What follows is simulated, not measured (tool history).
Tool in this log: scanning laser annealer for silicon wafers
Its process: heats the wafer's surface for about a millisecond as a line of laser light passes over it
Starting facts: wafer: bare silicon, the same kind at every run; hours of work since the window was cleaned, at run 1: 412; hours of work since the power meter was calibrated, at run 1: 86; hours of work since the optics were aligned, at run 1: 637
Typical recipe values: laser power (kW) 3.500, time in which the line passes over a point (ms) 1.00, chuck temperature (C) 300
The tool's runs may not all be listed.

run	hour	laser power (kW)	time in which the line passes over a point (ms)	chuck temperature (C)	hours of work since the window was cleaned	hours of work since the power meter was calibrated	hours of work since the optics were aligned	highest temperature of the surface (C)
1	0.0	3.500	1.00	300	412	86	637	1069
2	7.5	3.500	1.00	300	416	89	641	1067
3	15.6	3.500	1.00	300	419	93	644	1067
4	25.7	3.500	0.76	300	424	98	649	960
5	31.0	3.500	1.00	300	426	100	651	1070
6	40.1	3.500	1.00	300	430	104	655	1070
7	45.2	3.500	0.82	300	432	106	657	988
8	50.3	3.500	0.82	300	435	108	660	986
9	57.1	3.500	0.82	300	438	111	663	989
10	65.5	3.500	0.82	300	441	115	666	986
11	72.6	3.500	0.73	300	445	118	669	945
12	82.6	3.500	0.89	300	449	123	674	1016
13	92.3	3.500	0.89	300	453	127	678	1018
14	96.6	3.500	0.89	300	455	129	680	1018
15	102.9	3.500	0.89	300	458	132	683	1018
16	113.0	3.500	0.89	300	463	136	687	1018
17	118.3	3.500	0.89	300	465	139	690	1015
18	124.8	3.500	0.89	300	468	142	693	1019
# hour 130.2: optics aligned, line set to its width
19	138.2	3.500	0.89	300	472	145	4	1014
20	147.2	3.500	0.89	300	476	149	8	1014
21	157.3	3.500	1.00	300	480	154	12	1060
22	164.8	3.302	0.93	300	483	157	15	984
# hour 178.1: optics aligned, line set to its width, once more
23	178.1	3.456	1.07	300	487	161	0	1081
24	182.9	3.274	0.77	319	489	163	2	940
25	192.2	3.274	0.77	319	493	167	6	936
26	200.4	3.500	1.00	268	497	171	10	1032
27	205.2	3.500	1.00	268	499	173	12	1035
28	212.6	3.500	1.00	268	502	176	15	1029
29	221.4	3.500	1.00	268	506	180	19	1030
30	230.8	3.105	0.73	268	510	184	23	835
# hour 238.9: window over the wafer cleaned
31	241.2	3.105	0.73	268	1	188	27	869
32	250.2	3.105	0.77	268	5	192	31	887
33	254.3	3.045	0.82	283	7	194	33	912
34	263.3	3.045	0.82	283	11	198	37	909
35	272.1	3.842	0.76	293	15	202	41	1066
36	281.2	3.735	1.00	286	19	206	45	1158
37	288.1	3.735	1.00	286	22	209	48	1159
38	296.3	3.735	1.00	286	26	212	52	1158
39	304.5	3.735	1.00	286	29	216	55	1156
40	310.8	3.735	1.00	286	32	219	58	1156
41	319.9	3.735	1.00	286	36	223	62	1156

3 options for the next run, each taken on its own from the tool as it stands now. Forecast them:
A	326.9	3.500	1.00	267	39	226	65	?
B	326.9	3.500	0.81	326	39	226	65	?
C	326.9	3.298	1.00	300	39	226	65	?

run	highest temperature of the surface (C)
A	1074
B	1048
C	1057
Stripped of hidden state, with their random variation kept, the same runs would have yielded:
run	highest temperature of the surface (C)
A	1085
B	1057
C	1067
